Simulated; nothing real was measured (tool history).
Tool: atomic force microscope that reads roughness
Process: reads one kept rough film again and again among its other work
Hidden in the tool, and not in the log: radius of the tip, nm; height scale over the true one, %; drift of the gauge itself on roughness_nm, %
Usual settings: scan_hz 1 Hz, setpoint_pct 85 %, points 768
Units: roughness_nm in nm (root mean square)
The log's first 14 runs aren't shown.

run	hour	scan_hz	setpoint_pct	points	pictures with this tip	hours of work since the height scale was calibrated	roughness_nm
15	101.9	0.93	85	768	33	267	2.288
16	108.7	1	85	768	44	272	2.128
17	115.9	1	85	768	55	276	2.012
# hour 121.4: new tip fitted
18	123	1	85	768	2	281	2.965
19	130.9	1.11	56	768	15	286	2.885
20	138.7	1.11	56	768	27	291	2.651
21	145.9	1.11	56	768	39	296	2.414
22	153.8	1.11	56	768	51	302	2.258
23	159.6	1.61	66	768	61	305	2.047
# hour 162: new tip fitted
24	168.1	1.61	66	768	10	311	2.902
25	173.9	1.61	66	768	19	315	2.688
26	180.8	1.61	66	768	30	319	2.518
27	190.3	1.61	66	768	45	326	2.236
28	199	0.81	56	768	59	332	2.164
# hour 202.7: new tip fitted
29	204.7	0.81	56	768	3	335	3.029
30	212.6	1.23	90	543	16	340	2.437
31	219.8	1.23	68	864	27	345	2.486
32	226.3	1.23	68	864	38	350	2.294
33	231.7	1.23	68	864	47	353	2.165

The next listed run, before its measurement:
34	240.8	3.95	85	768	61	359	?

Run 34 gave roughness_nm 1.498 nm (root mean square).
Without the tool's hidden state the same run would have given roughness_nm 2.392 nm (root mean square).
